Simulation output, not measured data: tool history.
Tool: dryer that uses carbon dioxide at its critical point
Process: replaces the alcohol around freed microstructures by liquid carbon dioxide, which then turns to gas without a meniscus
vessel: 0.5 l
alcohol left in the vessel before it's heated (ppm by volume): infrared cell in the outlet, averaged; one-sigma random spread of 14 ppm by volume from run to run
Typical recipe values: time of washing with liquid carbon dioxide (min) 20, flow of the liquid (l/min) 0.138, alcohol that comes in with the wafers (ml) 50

run	hour	time of washing with liquid carbon dioxide (min)	flow of the liquid (l/min)	alcohol that comes in with the wafers (ml)	alcohol left in the vessel before it's heated (ppm by volume)
1	0.0	20	0.138	50	1143
2	13.5	20	0.138	48	1099
3	29.0	20	0.138	48	1132
4	41.0	20	0.138	48	1163
5	53.0	20	0.138	48	1136
6	70.3	20	0.138	48	1141
7	82.6	20	0.138	48	1149
8	92.7	20	0.138	48	1163
9	108.3	20	0.138	48	1186
10	125.5	20	0.138	48	1209
11	141.5	20	0.138	48	1196
12	157.4	20	0.138	50	1244
13	175.4	20	0.138	25	691
14	183.2	23	0.179	87	313
15	196.8	20	0.138	50	1280
16	208.0	13	0.186	25	1032
17	227.0	16	0.186	37	662
18	239.9	16	0.186	37	675
19	253.7	29	0.207	70	139
20	265.2	29	0.207	70	137
21	283.7	29	0.207	70	142
22	298.1	13	0.138	21	2528
23	312.7	32	0.138	37	200
24	324.1	19	0.138	25	891
25	339.1	20	0.110	32	2233
26	348.1	20	0.135	120	3402

Each row is a separate what-if for the run after 26, all from the same tool condition, not one after another. Results?
A	362.5	20	0.190	50	?
B	362.5	19	0.220	65	?
C	362.5	20	0.165	50	?

run	alcohol left in the vessel before it's heated (ppm by volume)
A	341
B	280
C	626
With no hidden state in the tool, these same runs would have given:
run	alcohol left in the vessel before it's heated (ppm by volume)
A	125
B	85
C	314

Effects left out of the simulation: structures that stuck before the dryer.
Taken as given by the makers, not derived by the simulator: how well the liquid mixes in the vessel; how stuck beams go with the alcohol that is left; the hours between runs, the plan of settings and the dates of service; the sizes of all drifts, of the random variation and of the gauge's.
